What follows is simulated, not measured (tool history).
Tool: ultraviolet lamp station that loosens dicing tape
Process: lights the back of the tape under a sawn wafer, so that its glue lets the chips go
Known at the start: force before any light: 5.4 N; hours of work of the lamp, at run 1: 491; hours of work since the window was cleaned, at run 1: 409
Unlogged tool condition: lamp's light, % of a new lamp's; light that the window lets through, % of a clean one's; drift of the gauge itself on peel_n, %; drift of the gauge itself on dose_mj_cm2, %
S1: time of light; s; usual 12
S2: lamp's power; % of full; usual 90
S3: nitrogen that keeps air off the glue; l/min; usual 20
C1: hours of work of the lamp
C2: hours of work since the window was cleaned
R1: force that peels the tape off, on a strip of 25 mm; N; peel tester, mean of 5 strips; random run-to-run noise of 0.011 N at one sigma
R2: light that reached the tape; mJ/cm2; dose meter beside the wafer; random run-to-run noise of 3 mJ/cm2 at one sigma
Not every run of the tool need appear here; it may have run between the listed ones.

Run 1, hour 0: usual settings; C1 491; C2 409. Result: R1 0.475 N, R2 443 mJ/cm2.
Run 2, hour 18.7: usual settings; C1 506; C2 424. Result: R1 0.495 N, R2 445 mJ/cm2.
Run 3, hour 32.8: usual settings; C1 518; C2 435. Result: R1 0.49 N, R2 446 mJ/cm2.
Run 4, hour 45.7: usual settings but S2 86 % of full; C1 528; C2 446. Result: R1 0.538 N, R2 425 mJ/cm2.
Run 5, hour 56.5: usual settings but S1 6 s, S2 86 % of full; C1 536; C2 454. Result: R1 1.572 N, R2 208 mJ/cm2.
Run 6, hour 74.3: usual settings but S1 6 s, S2 86 % of full; C1 551; C2 468. Result: R1 1.565 N, R2 213 mJ/cm2.
Run 7, hour 89.9: usual settings but S1 6 s, S2 86 % of full; C1 563; C2 481. Result: R1 1.575 N, R2 216 mJ/cm2.
Run 8, hour 107.8: usual settings but S1 6 s, S2 86 % of full; C1 577; C2 495. Result: R1 1.577 N, R2 215 mJ/cm2.
Run 9, hour 127.3: usual settings but S3 24 l/min; C1 593; C2 510. Result: R1 0.434 N, R2 450 mJ/cm2.
At hour 137.4: window cleaned of glue's vapour.
Run 10, hour 142.1: usual settings but S3 24 l/min; C1 604; C2 4. Result: R1 0.439 N, R2 451 mJ/cm2.
Run 11, hour 151.6: usual settings but S3 25 l/min; C1 612; C2 11. Result: R1 0.437 N, R2 450 mJ/cm2.
Run 12, hour 163.8: usual settings but S3 25 l/min; C1 621; C2 21. Result: R1 0.424 N, R2 450 mJ/cm2.
Run 13, hour 178.5: usual settings but S1 16 s, S2 95 % of full; C1 633; C2 33. Result: R1 0.265 N, R2 626 mJ/cm2.
Run 14, hour 195: usual settings but S1 16 s, S2 95 % of full; C1 646; C2 46. Result: R1 0.262 N, R2 628 mJ/cm2.
Run 15, hour 208.3: usual settings but S1 6 s, S2 97 % of full, S3 11 l/min; C1 657; C2 56. Result: R1 1.722 N, R2 246 mJ/cm2.
Run 16, hour 218.5: usual settings but S1 22 s, S2 80 % of full, S3 12 l/min; C1 665; C2 64. Result: R1 0.283 N, R2 725 mJ/cm2.
Run 17, hour 227.3: usual settings but S1 22 s, S2 80 % of full, S3 12 l/min; C1 672; C2 71. Result: R1 0.295 N, R2 729 mJ/cm2.
Run 18, hour 245: usual settings but S3 13 l/min; C1 686; C2 86. Result: R1 0.647 N, R2 446 mJ/cm2.
Run 19, hour 253.9: usual settings but S3 13 l/min; C1 693; C2 93. Result: R1 0.675 N, R2 448 mJ/cm2.
Run 20, hour 264.4: usual settings but S3 6 l/min; C1 701; C2 101. Result: R1 1.14 N, R2 449 mJ/cm2.
Run 21, hour 278.5: usual settings but S1 6 s, S2 68 % of full, S3 21 l/min; C1 713; C2 112. Result: R1 2.009 N, R2 171 mJ/cm2.
Run 22, hour 292.5: usual settings but S2 70 % of full, S3 11 l/min; C1 724; C2 123. Result: R1 1.108 N, R2 344 mJ/cm2.

Here are 3 independent what-if runs from the current tool condition. What would each one return?
Run A, hour 305.1: usual settings but S1 7 s, S2 95 % of full, S3 10 l/min; C1 734; C2 133. Result: R1 ?, R2 ?.
Run B, hour 305.1: usual settings but S1 18 s, S2 84 % of full; C1 734; C2 133. Result: R1 ?, R2 ?.
Run C, hour 305.1: usual settings but S1 9 s, S2 87 % of full, S3 8 l/min; C1 734; C2 133. Result: R1 ?, R2 ?.

run     R1   R2
  A  1.622  278
  B  0.274  629
  C  1.489  321
With no hidden state in the tool, these same runs would have given:
run     R1   R2
  A  1.618  278
  B  0.274  631
  C  1.486  322
